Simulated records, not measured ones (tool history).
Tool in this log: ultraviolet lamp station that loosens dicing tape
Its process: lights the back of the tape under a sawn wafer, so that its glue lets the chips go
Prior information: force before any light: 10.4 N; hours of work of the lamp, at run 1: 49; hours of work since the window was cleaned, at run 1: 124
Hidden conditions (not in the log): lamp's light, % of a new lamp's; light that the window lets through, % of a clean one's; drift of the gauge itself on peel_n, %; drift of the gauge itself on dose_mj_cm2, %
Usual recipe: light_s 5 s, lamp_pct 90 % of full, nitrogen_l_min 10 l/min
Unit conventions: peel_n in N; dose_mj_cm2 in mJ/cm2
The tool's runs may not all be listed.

run,hour,light_s,lamp_pct,nitrogen_l_min,hours of work of the lamp,hours of work since the window was cleaned,peel_n,dose_mj_cm2
1,0.0,5,90,10,49,124,0.225,230
2,30.9,5,90,10,65,141,0.223,234
3,79.4,5,90,16,91,166,0.154,225
4,112.9,5,79,10,108,184,0.357,195
5,161.3,3,90,10,134,209,1.030,132
6,207.9,5,97,10,158,234,0.219,237
7,234.4,4,62,17,172,247,0.924,120
8,275.3,5,95,10,193,269,0.246,228
9,309.5,5,75,3,211,287,1.522,178
10,356.5,8,75,3,236,312,0.536,279
11,391.8,5,68,4,255,330,1.612,154
12,426.9,5,68,4,273,348,1.603,154

Alternative continuations, all from the tool just after run 12; predict every row:
A,468.3,9,82,10,295,370,?,?
B,468.3,5,68,7,295,370,?,?
C,468.3,2,74,13,295,370,?,?

run,peel_n,dose_mj_cm2
A,0.081,329
B,1.062,152
C,2.915,66
Take away the tool's hidden state, keep each run's random variation, and the runs would have read:
run,peel_n,dose_mj_cm2
A,0.055,413
B,0.610,191
C,2.128,83
